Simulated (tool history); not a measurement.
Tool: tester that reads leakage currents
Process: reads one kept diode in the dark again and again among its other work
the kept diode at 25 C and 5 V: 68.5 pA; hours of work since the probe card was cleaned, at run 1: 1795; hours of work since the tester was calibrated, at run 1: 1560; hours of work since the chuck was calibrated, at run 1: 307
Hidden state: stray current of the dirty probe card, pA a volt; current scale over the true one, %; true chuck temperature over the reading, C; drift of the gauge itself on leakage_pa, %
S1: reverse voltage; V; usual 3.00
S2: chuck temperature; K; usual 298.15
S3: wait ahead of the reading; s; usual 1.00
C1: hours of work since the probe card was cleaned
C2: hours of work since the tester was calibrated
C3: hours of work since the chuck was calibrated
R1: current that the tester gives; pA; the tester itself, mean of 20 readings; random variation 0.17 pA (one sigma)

run 1 hour=0.0 | S1=3.00 S2=298.15 S3=1.00 | C1=1795 C2=1560 C3=307 | R1=52.62
run 2 hour=121.3 | S1=3.00 S2=298.15 S3=1.00 | C1=1880 C2=1645 C3=392 | R1=51.59
run 3 hour=205.9 | S1=3.00 S2=298.15 S3=1.00 | C1=1939 C2=1705 C3=451 | R1=50.83
-- hour=292.0 chuck's temperature calibrated
run 4 hour=396.9 | S1=3.00 S2=298.15 S3=9.01 | C1=2072 C2=1838 C3=74 | R1=55.33
run 5 hour=518.8 | S1=1.53 S2=298.15 S3=9.01 | C1=2158 C2=1923 C3=159 | R1=38.35
run 6 hour=710.5 | S1=1.53 S2=298.15 S3=9.01 | C1=2292 C2=2058 C3=294 | R1=37.55
run 7 hour=880.7 | S1=1.53 S2=298.15 S3=9.01 | C1=2412 C2=2178 C3=414 | R1=36.30
run 8 hour=961.3 | S1=1.53 S2=298.15 S3=9.01 | C1=2469 C2=2234 C3=470 | R1=35.80
-- hour=1019.4 chuck's temperature calibrated
run 9 hour=1115.2 | S1=1.53 S2=298.15 S3=9.01 | C1=2576 C2=2341 C3=67 | R1=39.23
run 10 hour=1256.9 | S1=3.00 S2=298.15 S3=1.00 | C1=2675 C2=2441 C3=167 | R1=55.24
run 11 hour=1346.2 | S1=3.00 S2=298.15 S3=1.00 | C1=2738 C2=2504 C3=230 | R1=54.00
run 12 hour=1521.6 | S1=11.95 S2=296.15 S3=0.77 | C1=2861 C2=2627 C3=353 | R1=100.29
run 13 hour=1696.2 | S1=6.34 S2=294.15 S3=1.00 | C1=2984 C2=2749 C3=476 | R1=57.42
-- hour=1711.6 probe card cleaned and baked
-- hour=1756.9 chuck's temperature calibrated
run 14 hour=1793.1 | S1=6.34 S2=294.15 S3=1.00 | C1=56 C2=2814 C3=26 | R1=54.16
run 15 hour=1930.4 | S1=17.87 S2=320.15 S3=7.20 | C1=152 C2=2911 C3=122 | R1=726.19
run 16 hour=2033.9 | S1=1.98 S2=309.15 S3=1.20 | C1=225 C2=2983 C3=195 | R1=104.86
run 17 hour=2204.3 | S1=11.70 S2=298.15 S3=7.20 | C1=345 C2=3103 C3=315 | R1=95.44
run 18 hour=2346.8 | S1=11.70 S2=298.15 S3=7.20 | C1=445 C2=3203 C3=415 | R1=92.76
-- hour=2365.0 tester calibrated
-- hour=2494.5 chuck's temperature calibrated
run 19 hour=2515.6 | S1=15.14 S2=316.15 S3=1.93 | C1=561 C2=104 C3=15 | R1=528.79
run 20 hour=2704.4 | S1=15.14 S2=316.15 S3=1.93 | C1=694 C2=237 C3=148 | R1=513.40
run 21 hour=2838.6 | S1=3.00 S2=322.15 S3=1.00 | C1=788 C2=331 C3=242 | R1=359.55

Hidden state or all else? Some run-to-run changes of R1, split into what the settings, what came in and random variation would give without the hidden state, and what is left for the hidden state (with any gauge scatter that isn't in both results):
Run 14 -> 15: S1 6.34 -> 17.87, S2 294.15 -> 320.15, S3 1.00 -> 7.20. R1 +672.03 pA: hidden state -35.13, all else +707.16.
Run 15 -> 16: S1 17.87 -> 1.98, S2 320.15 -> 309.15, S3 7.20 -> 1.20. R1 -621.33 pA: hidden state +28.82, all else -650.15.
